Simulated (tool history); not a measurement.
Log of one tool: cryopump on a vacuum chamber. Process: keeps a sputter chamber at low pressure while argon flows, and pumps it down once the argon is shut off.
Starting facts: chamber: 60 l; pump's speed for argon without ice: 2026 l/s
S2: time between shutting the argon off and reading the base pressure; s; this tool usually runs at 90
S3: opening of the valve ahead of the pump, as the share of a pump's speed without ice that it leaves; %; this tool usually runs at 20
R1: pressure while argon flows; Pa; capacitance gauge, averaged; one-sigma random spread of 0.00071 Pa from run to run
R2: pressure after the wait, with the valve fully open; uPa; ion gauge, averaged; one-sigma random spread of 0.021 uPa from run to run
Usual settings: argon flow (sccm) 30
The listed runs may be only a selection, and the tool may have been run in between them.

run 1 hour=0.0 | argon_flow_(sccm)=30 S2=90 S3=20 | R1=0.1353 R2=2.05
-- hour=26.6 pump warmed up, emptied and cooled again
run 2 hour=85.6 | argon_flow_(sccm)=30 S2=90 S3=20 | R1=0.1282 R2=1.74
run 3 hour=152.4 | argon_flow_(sccm)=30 S2=90 S3=20 | R1=0.1284 R2=1.85
run 4 hour=196.7 | argon_flow_(sccm)=26 S2=90 S3=20 | R1=0.1109 R2=1.93
run 5 hour=258.1 | argon_flow_(sccm)=26 S2=90 S3=20 | R1=0.1116 R2=2.12
run 6 hour=325.2 | argon_flow_(sccm)=26 S2=90 S3=20 | R1=0.1132 R2=2.18
-- hour=390.9 leaking fittings of the chamber tightened, without venting
run 7 hour=402.4 | argon_flow_(sccm)=26 S2=90 S3=20 | R1=0.1152 R2=0.43
run 8 hour=451.0 | argon_flow_(sccm)=26 S2=90 S3=20 | R1=0.1175 R2=0.47
run 9 hour=514.2 | argon_flow_(sccm)=26 S2=90 S3=20 | R1=0.1189 R2=0.58

For run 10, what comes out?
-- hour=535.8 pump warmed up, emptied and cooled again
run 10 hour=576.7 | argon_flow_(sccm)=14 S2=90 S3=59 | R1=? R2=?

R1: 0.0214 Pa
R2: 0.55 uPa
If the tool had no hidden condition, the same run with the same run-to-run variation would have returned R1 0.0206 Pa, R2 0.35 uPa.

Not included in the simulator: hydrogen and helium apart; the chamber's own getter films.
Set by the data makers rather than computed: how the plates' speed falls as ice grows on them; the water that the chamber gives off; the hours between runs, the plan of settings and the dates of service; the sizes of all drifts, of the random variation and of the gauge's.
